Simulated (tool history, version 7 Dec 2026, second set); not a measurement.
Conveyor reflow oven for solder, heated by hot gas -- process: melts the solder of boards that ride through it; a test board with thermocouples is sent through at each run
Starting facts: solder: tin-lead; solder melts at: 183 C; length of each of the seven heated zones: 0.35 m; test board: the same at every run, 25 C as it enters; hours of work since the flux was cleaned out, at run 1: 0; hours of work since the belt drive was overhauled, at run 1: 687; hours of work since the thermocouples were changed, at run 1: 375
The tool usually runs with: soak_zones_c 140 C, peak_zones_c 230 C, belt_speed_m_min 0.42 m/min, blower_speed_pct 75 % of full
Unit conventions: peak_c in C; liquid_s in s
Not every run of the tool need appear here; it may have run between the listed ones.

| run | hour | soak_zones_c | peak_zones_c | belt_speed_m_min | blower_speed_pct | hours of work since the flux was cleaned out | hours of work since the belt drive was overhauled | hours of work since the thermocouples were changed | peak_c | liquid_s |
|---|---|---|---|---|---|---|---|---|---|---|
| 1 | 0 | 140 | 230 | 0.42 | 75 | 0 | 687 | 375 | 217.9 | 78.1 |
| 2 | 36.6 | 140 | 230 | 0.42 | 75 | 16 | 703 | 391 | 216.4 | 77.5 |
| 3 | 103 | 140 | 230 | 0.42 | 75 | 44 | 731 | 419 | 216.6 | 78.5 |
| 4 | 141.8 | 140 | 230 | 0.42 | 75 | 60 | 748 | 436 | 216.9 | 76.9 |
| 5 | 203.3 | 140 | 230 | 0.42 | 75 | 87 | 774 | 462 | 216.9 | 78.2 |
|  | 277.9 | belt drive overhauled, speed set with a stopwatch |
| 6 | 290.2 | 154 | 230 | 0.42 | 75 | 122 | 5 | 497 | 217.7 | 84.1 |
|  | 329.6 | thermocouples of zones 6 and 7 changed |
| 7 | 340.5 | 154 | 230 | 0.42 | 75 | 143 | 26 | 5 | 218.3 | 86.9 |
| 8 | 424.2 | 154 | 230 | 0.42 | 75 | 178 | 62 | 40 | 218.9 | 85.8 |
| 9 | 503.3 | 140 | 230 | 0.42 | 71 | 212 | 95 | 74 | 215.6 | 74.6 |
| 10 | 582.8 | 140 | 230 | 0.42 | 71 | 246 | 129 | 108 | 215.4 | 73.3 |
| 11 | 633.2 | 140 | 230 | 0.42 | 75 | 267 | 151 | 129 | 216.3 | 75.1 |
| 12 | 698.8 | 140 | 230 | 0.42 | 75 | 295 | 179 | 157 | 215.5 | 74.8 |
| 13 | 762.8 | 140 | 230 | 0.42 | 75 | 323 | 206 | 185 | 215.5 | 74.6 |
| 14 | 813.3 | 140 | 230 | 0.42 | 75 | 344 | 227 | 206 | 214.1 | 73.3 |
|  | 821.9 | flux residue cleaned out of gas plates and filters |
| 15 | 884.7 | 140 | 230 | 0.42 | 75 | 27 | 256 | 235 | 212.3 | 71.2 |
| 16 | 937.8 | 140 | 230 | 0.42 | 75 | 49 | 278 | 257 | 211.3 | 69.5 |
| 17 | 990.3 | 140 | 230 | 0.42 | 82 | 72 | 301 | 280 | 212.9 | 71 |
| 18 | 1038.4 | 154 | 230 | 0.486 | 82 | 92 | 321 | 300 | 211.8 | 67.1 |
| 19 | 1109.6 | 152 | 237 | 0.381 | 60 | 123 | 352 | 330 | 219 | 92.5 |
| 20 | 1189.8 | 152 | 237 | 0.381 | 60 | 157 | 386 | 365 | 218.5 | 91.8 |
| 21 | 1240 | 146 | 235 | 0.496 | 60 | 178 | 407 | 386 | 205.9 | 52.5 |
| 22 | 1317.5 | 143 | 235 | 0.496 | 60 | 211 | 440 | 419 | 205.2 | 47 |
|  | 1331.4 | flux residue cleaned out of gas plates and filters, once more |
| 23 | 1405.6 | 137 | 235 | 0.47 | 60 | 32 | 476 | 455 | 213.2 | 62 |
| 24 | 1453.5 | 137 | 235 | 0.47 | 60 | 52 | 496 | 475 | 213.2 | 62.1 |
| 25 | 1524.3 | 125 | 225 | 0.47 | 60 | 82 | 526 | 505 | 202 | 41.8 |
|  | 1545.7 | thermocouples of zones 6 and 7 changed |
| 26 | 1575.3 | 140 | 230 | 0.488 | 75 | 103 | 547 | 13 | 212.9 | 61.3 |
| 27 | 1638.7 | 133 | 230 | 0.498 | 53 | 130 | 574 | 40 | 201.6 | 41.2 |
| 28 | 1722.6 | 129 | 230 | 0.459 | 75 | 166 | 610 | 75 | 211.5 | 59.2 |
| 29 | 1805.7 | 129 | 230 | 0.459 | 75 | 201 | 646 | 111 | 211.1 | 59 |

Subtracting, for every run, the result it would have given without the tool's unlogged condition from the measured result gives the following. The same run-to-run variation enters both numbers; the gauge's scatter may not:
Hidden state present: heat that the gas passes to the board, % of a clean oven's; belt's true speed, % of the reading; true gas temperature in zones 6 and 7 over the reading, C; drift of the gauge itself on peak_c, C; drift of the gauge itself on liquid_s, %.
| run | peak_c | liquid_s |
|---|---|---|
| 1 | -0.6 | +0.3 |
| 2 | -0.8 | +0.2 |
| 3 | -1 | -0.2 |
| 4 | -1.1 | -0.3 |
| 5 | -1.5 | -0.7 |
| 6 | -1.9 | -1.8 |
| 7 | -0.8 | -0.9 |
| 8 | -1.1 | -1.2 |
| 9 | -1.8 | -2.4 |
| 10 | -2.1 | -2.8 |
| 11 | -2.4 | -2.9 |
| 12 | -2.7 | -3.5 |
| 13 | -3.1 | -3.8 |
| 14 | -3.3 | -4.1 |
| 15 | -5.8 | -7.9 |
| 16 | -6.1 | -8.1 |
| 17 | -6.5 | -8.3 |
| 18 | -6.8 | -7.9 |
| 19 | -5.5 | -5.6 |
| 20 | -5.8 | -5.9 |
| 21 | -8.3 | -11.7 |
| 22 | -8.9 | -12.6 |
| 23 | -0.4 | +0 |
| 24 | -0.6 | -0.3 |
| 25 | -1 | -1.4 |
| 26 | -1.1 | -0.9 |
| 27 | -1.3 | -1.8 |
| 28 | -2 | -2.1 |
| 29 | -2.5 | -2.7 |
